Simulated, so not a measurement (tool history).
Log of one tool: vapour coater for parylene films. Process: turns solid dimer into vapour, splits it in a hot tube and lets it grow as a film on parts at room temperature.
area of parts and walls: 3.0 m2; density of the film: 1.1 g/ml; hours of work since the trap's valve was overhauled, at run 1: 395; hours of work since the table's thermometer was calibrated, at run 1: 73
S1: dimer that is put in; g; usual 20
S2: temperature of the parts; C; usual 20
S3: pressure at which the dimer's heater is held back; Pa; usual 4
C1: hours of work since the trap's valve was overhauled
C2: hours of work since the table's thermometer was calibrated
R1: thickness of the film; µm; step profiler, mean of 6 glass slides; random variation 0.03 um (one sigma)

| run | hour | S1 | S2 | S3 | C1 | C2 | R1 |
|---|---|---|---|---|---|---|---|
| 1 | 0 | 20 | 20 | 4 | 395 | 73 | 4.26 |
| 2 | 11.1 | 20 | 20 | 6.84 | 401 | 80 | 3.96 |
| 3 | 21 | 20 | 28 | 4 | 407 | 86 | 3.77 |
|  | 30.1 | trap's valve overhauled |
| 4 | 35.5 | 20 | 28 | 4 | 3 | 92 | 3.6 |
| 5 | 46.9 | 20 | 28 | 4 | 10 | 99 | 3.54 |
| 6 | 53.3 | 20 | 28 | 4 | 14 | 102 | 3.57 |
| 7 | 61.4 | 20 | 20 | 5 | 19 | 107 | 3.89 |
| 8 | 75.6 | 20 | 20 | 5 | 27 | 116 | 3.87 |
| 9 | 86.1 | 20 | 20 | 4 | 33 | 122 | 3.98 |
| 10 | 95.8 | 20 | 20 | 4 | 39 | 127 | 3.97 |
| 11 | 109.8 | 20 | 20 | 4 | 47 | 136 | 3.96 |
|  | 121.9 | trap's valve overhauled, once more |
| 12 | 125.3 | 20 | 20 | 4 | 2 | 143 | 4.8 |
| 13 | 132.3 | 20 | 20 | 4 | 6 | 147 | 4.75 |
| 14 | 139.6 | 20 | 20 | 3.61 | 10 | 151 | 4.84 |
| 15 | 150.3 | 20 | 19 | 3.61 | 17 | 157 | 4.94 |
| 16 | 164.8 | 20 | 19 | 3.61 | 25 | 166 | 4.88 |
| 17 | 173.7 | 20 | 19 | 3.61 | 31 | 171 | 4.91 |
| 18 | 184.3 | 20 | 20 | 4 | 37 | 177 | 4.75 |
| 19 | 198.7 | 20 | 20 | 4 | 45 | 186 | 4.74 |
| 20 | 206.1 | 20 | 20 | 4 | 50 | 190 | 4.74 |
| 21 | 221.3 | 20 | 18 | 4 | 59 | 199 | 4.85 |
| 22 | 235.7 | 20 | 18 | 4 | 67 | 208 | 4.89 |
| 23 | 245.8 | 20 | 18 | 4 | 73 | 214 | 4.84 |
| 24 | 259.9 | 20 | 19 | 2.78 | 82 | 222 | 5.02 |
| 25 | 270.1 | 20 | 14 | 6.25 | 88 | 228 | 4.86 |
| 26 | 277.6 | 20 | 14 | 6.25 | 92 | 233 | 4.79 |
| 27 | 291.4 | 20 | 14 | 6.25 | 100 | 241 | 4.88 |
| 28 | 299.8 | 20 | 14 | 6.25 | 105 | 246 | 4.85 |
| 29 | 311.1 | 20 | 14 | 6.25 | 112 | 252 | 4.81 |
| 30 | 321.3 | 19 | 27 | 9.23 | 118 | 258 | 3.52 |
| 31 | 330.5 | 19 | 27 | 2.74 | 123 | 264 | 4.15 |
| 32 | 341.9 | 14 | 30 | 7.18 | 130 | 271 | 2.61 |
| 33 | 356.3 | 14 | 30 | 7.18 | 138 | 279 | 2.62 |
| 34 | 370 | 15 | 19 | 9.14 | 147 | 287 | 3.19 |
| 35 | 377.1 | 15 | 19 | 9.14 | 151 | 291 | 3.13 |
| 36 | 391.2 | 15 | 28 | 9.14 | 159 | 300 | 2.78 |
| 37 | 404.1 | 9 | 18 | 4.83 | 167 | 307 | 2.08 |
| 38 | 415.8 | 9 | 18 | 4.83 | 174 | 314 | 2.06 |
| 39 | 425.4 | 9 | 18 | 8.04 | 179 | 320 | 1.94 |
| 40 | 437.2 | 27 | 13 | 8.52 | 186 | 327 | 6.22 |
| 41 | 445.1 | 13 | 13 | 6.4 | 191 | 332 | 3.12 |
| 42 | 455.8 | 18 | 13 | 6.25 | 197 | 338 | 4.28 |
| 43 | 469.6 | 18 | 13 | 6.25 | 205 | 346 | 4.32 |
| 44 | 478.9 | 18 | 13 | 6.73 | 211 | 352 | 4.24 |
| 45 | 490.6 | 18 | 16 | 2.43 | 218 | 358 | 4.61 |
| 46 | 498.9 | 29 | 16 | 2.43 | 223 | 363 | 7.39 |

Forecast each of these 4 alternatives for the next run:
| A | 509 | 10 | 13 | 4.73 | 229 | 369 | ? |
| B | 509 | 8 | 16 | 4.43 | 229 | 369 | ? |
| C | 509 | 14 | 32 | 2.21 | 229 | 369 | ? |
| D | 509 | 24 | 16 | 2.43 | 229 | 369 | ? |

| run | R1 |
|---|---|
| A | 2.44 |
| B | 1.87 |
| C | 2.82 |
| D | 6.11 |
Without the tool's hidden state the same runs would have given:
| run | R1 |
|---|---|
| A | 2.6 |
| B | 1.99 |
| C | 3 |
| D | 6.5 |
